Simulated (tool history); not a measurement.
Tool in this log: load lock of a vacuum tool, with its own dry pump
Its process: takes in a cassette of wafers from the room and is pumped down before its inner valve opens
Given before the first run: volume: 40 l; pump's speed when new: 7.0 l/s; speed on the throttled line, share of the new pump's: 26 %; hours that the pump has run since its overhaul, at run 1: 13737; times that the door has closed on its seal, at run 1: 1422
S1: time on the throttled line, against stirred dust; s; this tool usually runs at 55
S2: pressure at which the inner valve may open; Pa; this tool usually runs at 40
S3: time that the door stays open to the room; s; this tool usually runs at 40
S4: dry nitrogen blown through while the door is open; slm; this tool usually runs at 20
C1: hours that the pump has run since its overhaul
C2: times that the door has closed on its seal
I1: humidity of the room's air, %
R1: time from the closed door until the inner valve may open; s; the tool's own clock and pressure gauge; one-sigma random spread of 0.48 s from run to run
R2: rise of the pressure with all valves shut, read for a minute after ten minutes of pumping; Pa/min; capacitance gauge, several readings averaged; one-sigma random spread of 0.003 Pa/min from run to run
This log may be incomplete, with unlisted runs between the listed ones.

run,hour,S1,S2,S3,S4,C1,C2,I1,R1,R2
1,0,55,40,40,20,13737,1422,44.5,92.1,0.03
2,390,55,40,40,20,14127,3332,44.7,92.6,0.037
3,917,55,40,40,20,14654,5913,45.9,92.1,0.04
4,1237.3,55,40,40,20,14974,7481,46,92.9,0.039
5,1640.1,55,40,40,20,15377,9453,41.9,92.8,0.05
6,2044.8,55,40,40,20,15782,11435,45,92.6,0.053
7,2497.3,55,35,40,20,16234,13651,43.6,93.7,0.062
8,2761.7,55,35,40,20,16499,14946,43.5,94.3,0.07
9,3226.4,55,35,40,20,16964,17222,46.6,94.3,0.079
10,3634.1,55,40,40,20,17371,19218,47.8,93.1,0.089
11,4059.5,55,40,40,20,17797,21301,46.1,94,0.096
12,4561.7,55,40,40,20,18299,23761,46.7,94.7,0.109
13,4916.1,55,40,40,20,18653,25496,43.6,94.4,0.115
14,5210.1,55,45,40,20,18947,26936,47.4,93.3,0.133
15,5608.7,55,45,40,20,19346,28888,50.9,94.1,0.137
16,5898.8,55,45,40,20,19636,30308,44.7,94.1,0.148
# hour 6053.9: dry pump taken out, an overhauled one fitted
17,6208.2,55,40,40,20,154,31794,45.2,86,0.157
18,6556.5,55,56,40,20,503,33500,41.9,82.7,0.175
19,7039,55,56,40,20,985,35863,44.9,84.1,0.183
20,7405.4,50,56,31,20,1352,37657,42.1,80.3,0.195
21,7785.1,43,32,210,7,1731,39516,41,78.4,0.262
22,8238.9,83,32,210,5,2185,41738,44.4,108.5,0.294
23,8518.2,83,32,210,5,2464,43106,45.7,108.3,0.299
24,9017.4,83,32,210,5,2964,45551,48.2,108.4,0.314
25,9450.9,55,43,47,44,3397,47674,45.4,86.4,0.262
26,9810.5,86,40,203,21,3757,49435,44.3,110.2,0.31
27,10053.4,51,70,96,39,4000,50624,43.1,80,0.304
28,10501.5,68,48,40,20,4448,52818,44,96.3,0.325
29,10942.9,31,56,40,24,4889,54980,42.7,67.4,0.342
30,11207.7,31,56,40,24,5154,56277,48.7,68,0.355
# hour 11291.8: door's seal changed, seat wiped
31,11593.7,55,55,168,5,5538,1479,45.5,85.5,0.082
32,11915.6,55,36,34,13,5860,3055,48.4,88.4,0.033
33,12428.2,48,36,80,13,6373,5565,45.4,83.7,0.061
34,12792.4,48,36,80,13,6737,7349,47.2,84.3,0.063
35,13199.7,48,36,80,13,7144,9343,43,84.7,0.061
36,13711.9,48,36,80,13,7657,11852,42.3,84.7,0.074
37,13993.2,55,40,90,20,7938,13229,46.7,88.1,0.074
38,14459,55,40,66,20,8404,15510,46.7,88.8,0.078

Per-run results on a tool with no hidden state, each run keeping its own random variation:
Hidden state at play: pump's speed, % of a new pump's; leak at the door's seal, Pa l/s; drift of the gauge itself on ready_s, %; drift of the gauge itself on rise_pa_min, %.
run,R1,R2
1,86.2,0.028
2,86.3,0.031
3,85.7,0.029
4,86.3,0.023
5,86,0.029
6,85.7,0.026
7,86.5,0.026
8,86.9,0.028
9,86.7,0.027
10,85.4,0.028
11,86.1,0.025
12,86.4,0.025
13,86,0.02
14,85,0.029
15,85.5,0.021
16,85.4,0.027
17,86.2,0.023
18,82.7,0.028
19,84,0.024
20,80.1,0.023
21,78,0.074
22,108.1,0.089
23,107.8,0.09
24,107.7,0.088
25,85.4,0.014
26,109.2,0.048
27,78.9,0.025
28,95.2,0.028
29,65.8,0.024
30,66.3,0.028
31,83.9,0.079
32,86.6,0.026
33,81.5,0.048
34,81.9,0.045
35,82.1,0.038
36,82,0.041
37,85.6,0.037
38,86.1,0.034
